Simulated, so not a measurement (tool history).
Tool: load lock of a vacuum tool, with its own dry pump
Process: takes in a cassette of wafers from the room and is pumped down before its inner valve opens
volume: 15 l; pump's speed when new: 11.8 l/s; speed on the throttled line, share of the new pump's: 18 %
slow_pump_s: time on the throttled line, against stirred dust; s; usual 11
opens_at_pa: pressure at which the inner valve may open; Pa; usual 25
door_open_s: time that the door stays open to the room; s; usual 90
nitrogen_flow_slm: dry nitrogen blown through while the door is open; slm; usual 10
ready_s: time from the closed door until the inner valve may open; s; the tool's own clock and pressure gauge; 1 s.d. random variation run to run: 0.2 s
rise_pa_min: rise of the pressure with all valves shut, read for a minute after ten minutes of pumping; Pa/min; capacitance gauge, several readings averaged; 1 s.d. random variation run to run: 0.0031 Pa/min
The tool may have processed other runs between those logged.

| run | hour | slow_pump_s | opens_at_pa | door_open_s | nitrogen_flow_slm | incoming humidity of the room's air, % | ready_s | rise_pa_min |
|---|---|---|---|---|---|---|---|---|
| 1 | 0.0 | 11 | 25 | 90 | 10 | 38.9 | 19.9 | 0.065 |
| 2 | 172.2 | 11 | 22 | 90 | 10 | 46.1 | 19.5 | 0.074 |
| 3 | 389.8 | 11 | 22 | 90 | 10 | 48.8 | 19.8 | 0.079 |
| 4 | 636.6 | 11 | 22 | 90 | 10 | 45.3 | 20.0 | 0.079 |
| 5 | 793.6 | 11 | 22 | 90 | 10 | 46.9 | 20.0 | 0.080 |
| 6 | 943.4 | 11 | 21 | 90 | 10 | 40.1 | 19.5 | 0.067 |
| 7 | 1216.9 | 11 | 25 | 90 | 26 | 45.9 | 19.3 | 0.051 |
| 8 | 1440.5 | 11 | 25 | 90 | 26 | 41.8 | 19.5 | 0.045 |
| 9 | 1623.7 | 11 | 25 | 90 | 26 | 47.0 | 19.5 | 0.052 |
| 10 | 1818.0 | 11 | 25 | 90 | 26 | 47.3 | 19.3 | 0.057 |
| 11 | 1941.5 | 11 | 25 | 90 | 26 | 44.5 | 19.4 | 0.045 |
| 12 | 2086.5 | 11 | 25 | 90 | 26 | 43.9 | 19.2 | 0.046 |
| 13 | 2221.2 | 11 | 25 | 90 | 21 | 45.5 | 19.8 | 0.051 |
| 14 | 2380.3 | 11 | 25 | 90 | 39 | 44.5 | 19.5 | 0.040 |
| 15 | 2659.8 | 11 | 25 | 90 | 39 | 47.0 | 19.6 | 0.043 |
| 16 | 2896.0 | 11 | 25 | 90 | 39 | 43.9 | 19.6 | 0.042 |
| 17 | 3115.2 | 11 | 25 | 90 | 10 | 47.2 | 19.7 | 0.080 |
| 18 | 3281.6 | 11 | 26 | 90 | 10 | 42.4 | 19.9 | 0.069 |
| 19 | 3467.7 | 11 | 26 | 90 | 10 | 46.3 | 19.9 | 0.074 |
| 20 | 3635.4 | 7 | 25 | 90 | 11 | 47.8 | 16.2 | 0.073 |
| 21 | 3877.2 | 6 | 41 | 90 | 18 | 42.7 | 14.9 | 0.055 |
| 22 | 4018.0 | 7 | 33 | 94 | 4 | 45.8 | 16.0 | 0.100 |
| 23 | 4246.1 | 7 | 33 | 94 | 4 | 44.9 | 15.8 | 0.106 |
| 24 | 4376.9 | 12 | 20 | 63 | 8 | 45.5 | 21.0 | 0.067 |
| 25 | 4560.0 | 15 | 25 | 90 | 10 | 47.8 | 22.6 | 0.079 |
| 26 | 4680.3 | 15 | 25 | 90 | 10 | 44.6 | 22.9 | 0.078 |
| 27 | 4904.8 | 15 | 25 | 90 | 10 | 44.5 | 22.9 | 0.072 |
| 28 | 5099.6 | 12 | 32 | 90 | 5 | 45.2 | 20.3 | 0.089 |
|  | 5229.2 | door's seal changed, seat wiped |
| 29 | 5232.6 | 12 | 42 | 90 | 5 | 44.9 | 19.8 | 0.090 |
| 30 | 5352.8 | 9 | 48 | 90 | 10 | 44.8 | 17.3 | 0.073 |
| 31 | 5483.7 | 17 | 25 | 90 | 5 | 47.0 | 24.2 | 0.097 |
| 32 | 5720.1 | 20 | 18 | 38 | 29 | 43.7 | 27.5 | 0.032 |
| 33 | 5946.4 | 11 | 26 | 209 | 10 | 42.9 | 19.5 | 0.117 |
| 34 | 6177.0 | 10 | 26 | 175 | 7 | 44.9 | 18.9 | 0.121 |
| 35 | 6426.7 | 11 | 25 | 93 | 10 | 44.0 | 19.6 | 0.075 |
| 36 | 6558.9 | 11 | 25 | 93 | 10 | 45.6 | 19.6 | 0.079 |

5 options for the next run, each taken on its own from the tool as it stands now. Forecast them:
| A | 6733.0 | 11 | 25 | 229 | 37 | 47.4 | ? | ? |
| B | 6733.0 | 11 | 25 | 42 | 6 | 47.1 | ? | ? |
| C | 6733.0 | 11 | 25 | 143 | 10 | 45.7 | ? | ? |
| D | 6733.0 | 11 | 38 | 93 | 7 | 45.0 | ? | ? |
| E | 6733.0 | 11 | 25 | 56 | 10 | 45.2 | ? | ? |

| run | ready_s | rise_pa_min |
|---|---|---|
| A | 19.4 | 0.071 |
| B | 19.6 | 0.061 |
| C | 19.5 | 0.103 |
| D | 19.2 | 0.090 |
| E | 20.0 | 0.058 |
Stripped of hidden state, with their random variation kept, the same runs would have yielded:
| run | ready_s | rise_pa_min |
|---|---|---|
| A | 19.4 | 0.071 |
| B | 19.6 | 0.061 |
| C | 19.5 | 0.103 |
| D | 19.2 | 0.090 |
| E | 20.0 | 0.057 |

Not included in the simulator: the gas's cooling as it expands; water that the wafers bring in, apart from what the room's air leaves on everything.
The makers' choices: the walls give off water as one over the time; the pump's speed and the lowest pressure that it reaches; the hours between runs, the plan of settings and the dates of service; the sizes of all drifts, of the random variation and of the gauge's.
